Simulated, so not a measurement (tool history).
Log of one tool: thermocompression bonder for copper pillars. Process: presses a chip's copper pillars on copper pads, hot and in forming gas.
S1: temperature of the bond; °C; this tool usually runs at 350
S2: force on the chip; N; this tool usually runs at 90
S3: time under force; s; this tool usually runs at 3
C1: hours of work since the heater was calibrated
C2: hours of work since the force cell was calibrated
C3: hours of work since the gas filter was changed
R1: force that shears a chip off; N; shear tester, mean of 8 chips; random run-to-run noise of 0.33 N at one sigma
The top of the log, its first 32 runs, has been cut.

run,hour,S1,S2,S3,C1,C2,C3,R1
33,279.1,342,71,5,124,63,50,53.0
34,289.9,342,71,5,130,69,57,52.4
35,298.5,342,71,5,136,74,62,52.5
36,309.2,342,68,5,142,81,69,51.0
37,320.1,340,86,5,149,88,75,58.0
38,326.2,340,86,5,153,91,79,57.7
39,335.6,340,86,5,158,97,85,58.1
40,342.7,340,86,5,163,101,89,58.3

What if the next run were any one of these 3? Each begins from the tool's condition after run 40:
A,354.5,344,67,7,170,109,96,?
B,354.5,325,83,2,170,109,96,?
C,354.5,341,70,5,170,109,96,?

run,R1
A,57.5
B,35.8
C,51.5
The same runs, with their run-to-run variation unchanged, on a tool lacking any hidden condition would have given:
run,R1
A,56.9
B,35.2
C,50.9
